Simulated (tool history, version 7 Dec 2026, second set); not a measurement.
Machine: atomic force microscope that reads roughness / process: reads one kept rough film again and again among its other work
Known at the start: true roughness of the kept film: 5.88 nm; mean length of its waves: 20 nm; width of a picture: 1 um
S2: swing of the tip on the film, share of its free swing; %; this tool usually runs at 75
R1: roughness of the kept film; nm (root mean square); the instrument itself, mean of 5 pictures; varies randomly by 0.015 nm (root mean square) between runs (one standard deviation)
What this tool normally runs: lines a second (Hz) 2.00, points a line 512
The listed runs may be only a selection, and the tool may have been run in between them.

Run 1, hour 0.0: usual settings. Result: R1 3.689 nm (root mean square).
Run 2, hour 15.5: usual settings. Result: R1 3.678 nm (root mean square).
Run 3, hour 31.8: usual settings but lines a second (Hz) 1.21. Result: R1 3.829 nm (root mean square).
Run 4, hour 54.3: usual settings but lines a second (Hz) 1.21. Result: R1 3.838 nm (root mean square).
Run 5, hour 74.8: usual settings but lines a second (Hz) 0.62. Result: R1 3.989 nm (root mean square).
Run 6, hour 92.5: usual settings but lines a second (Hz) 0.62. Result: R1 3.972 nm (root mean square).
Run 7, hour 109.7: usual settings. Result: R1 3.672 nm (root mean square).
Run 8, hour 127.8: usual settings but points a line 646. Result: R1 3.673 nm (root mean square).
Run 9, hour 144.0: usual settings but points a line 646. Result: R1 3.679 nm (root mean square).
Run 10, hour 154.8: usual settings but points a line 940. Result: R1 3.709 nm (root mean square).
At hour 157.4: new tip fitted.
Run 11, hour 165.5: usual settings but points a line 940. Result: R1 3.688 nm (root mean square).
Run 12, hour 181.0: usual settings. Result: R1 3.674 nm (root mean square).
Run 13, hour 200.6: usual settings. Result: R1 3.684 nm (root mean square).
Run 14, hour 216.0: usual settings. Result: R1 3.698 nm (root mean square).
Run 15, hour 237.1: usual settings but points a line 776. Result: R1 3.694 nm (root mean square).
Run 16, hour 255.0: usual settings but points a line 776. Result: R1 3.705 nm (root mean square).
Run 17, hour 270.7: usual settings but points a line 776. Result: R1 3.698 nm (root mean square).
Run 18, hour 280.1: usual settings but lines a second (Hz) 0.54, points a line 776. Result: R1 3.994 nm (root mean square).
Run 19, hour 302.0: usual settings but lines a second (Hz) 0.54, points a line 776. Result: R1 4.013 nm (root mean square).
Run 20, hour 320.2: usual settings but lines a second (Hz) 3.56. Result: R1 3.420 nm (root mean square).
Run 21, hour 333.2: usual settings but lines a second (Hz) 3.56. Result: R1 3.386 nm (root mean square).
Run 22, hour 353.1: usual settings. Result: R1 3.665 nm (root mean square).
At hour 365.9: new tip fitted.
Run 23, hour 374.4: usual settings. Result: R1 3.670 nm (root mean square).
Run 24, hour 393.3: usual settings. Result: R1 3.690 nm (root mean square).
Run 25, hour 402.4: usual settings. Result: R1 3.691 nm (root mean square).
Run 26, hour 424.9: usual settings but S2 71 %, points a line 982. Result: R1 3.790 nm (root mean square).
Run 27, hour 436.0: usual settings but lines a second (Hz) 0.97, S2 72 %. Result: R1 3.920 nm (root mean square).
Run 28, hour 446.2: usual settings but lines a second (Hz) 0.97, S2 70 %, points a line 277. Result: R1 3.860 nm (root mean square).
Run 29, hour 456.1: usual settings but lines a second (Hz) 0.51, S2 70 %, points a line 975. Result: R1 4.098 nm (root mean square).
Run 30, hour 468.0: usual settings but lines a second (Hz) 0.76, S2 73 %, points a line 975. Result: R1 3.988 nm (root mean square).
Run 31, hour 486.6: usual settings but lines a second (Hz) 1.59, S2 64 %, points a line 353. Result: R1 3.891 nm (root mean square).
Run 32, hour 508.3: usual settings but lines a second (Hz) 0.59, S2 64 %, points a line 939. Result: R1 4.067 nm (root mean square).
Run 33, hour 529.6: usual settings but lines a second (Hz) 0.59, S2 78 %, points a line 812. Result: R1 3.968 nm (root mean square).
Run 34, hour 549.8: usual settings but lines a second (Hz) 0.59, S2 81 %, points a line 282. Result: R1 3.875 nm (root mean square).
Run 35, hour 567.5: usual settings but lines a second (Hz) 0.59, S2 81 %, points a line 282. Result: R1 3.860 nm (root mean square).
At hour 574.6: new tip fitted.
Run 36, hour 578.2: usual settings but lines a second (Hz) 0.59, S2 81 %, points a line 822. Result: R1 3.966 nm (root mean square).
Run 37, hour 591.0: usual settings but points a line 270. Result: R1 3.610 nm (root mean square).
Run 38, hour 601.7: usual settings but points a line 270. Result: R1 3.600 nm (root mean square).
Run 39, hour 620.4: usual settings but lines a second (Hz) 0.61, S2 59 %, points a line 764. Result: R1 4.090 nm (root mean square).
Run 40, hour 637.4: usual settings but lines a second (Hz) 0.61, S2 59 %, points a line 764. Result: R1 4.106 nm (root mean square).
Run 41, hour 651.3: usual settings but lines a second (Hz) 0.61, S2 59 %, points a line 764. Result: R1 4.086 nm (root mean square).
Run 42, hour 670.0: usual settings but lines a second (Hz) 2.01, S2 59 %, points a line 531. Result: R1 3.944 nm (root mean square).
Run 43, hour 681.4: usual settings but lines a second (Hz) 2.01, S2 59 %, points a line 531. Result: R1 3.968 nm (root mean square).
Run 44, hour 698.1: usual settings but points a line 737. Result: R1 3.690 nm (root mean square).
Run 45, hour 718.2: usual settings but points a line 737. Result: R1 3.678 nm (root mean square).
Run 46, hour 734.9: usual settings but S2 56 %, points a line 486. Result: R1 3.951 nm (root mean square).
Run 47, hour 749.5: usual settings but S2 56 %, points a line 486. Result: R1 3.925 nm (root mean square).

Here are 5 independent what-if runs from the current tool condition. What would each one return?
Run A, hour 762.2: usual settings but lines a second (Hz) 0.95, S2 57 %. Result: R1 ?.
Run B, hour 762.2: usual settings but lines a second (Hz) 0.96, S2 56 %, points a line 486. Result: R1 ?.
Run C, hour 762.2: usual settings but lines a second (Hz) 3.19, S2 56 %, points a line 486. Result: R1 ?.
Run D, hour 762.2: usual settings but lines a second (Hz) 0.62, S2 56 %, points a line 486. Result: R1 ?.
Run E, hour 762.2: usual settings but lines a second (Hz) 0.61, S2 59 %, points a line 952. Result: R1 ?.

run     R1
  A  4.042
  B  4.047
  C  3.865
  D  4.075
  E  4.056
With the hidden condition removed and each run's random variation left untouched, the same runs would have given:
run     R1
  A  4.058
  B  4.064
  C  3.881
  D  4.092
  E  4.073

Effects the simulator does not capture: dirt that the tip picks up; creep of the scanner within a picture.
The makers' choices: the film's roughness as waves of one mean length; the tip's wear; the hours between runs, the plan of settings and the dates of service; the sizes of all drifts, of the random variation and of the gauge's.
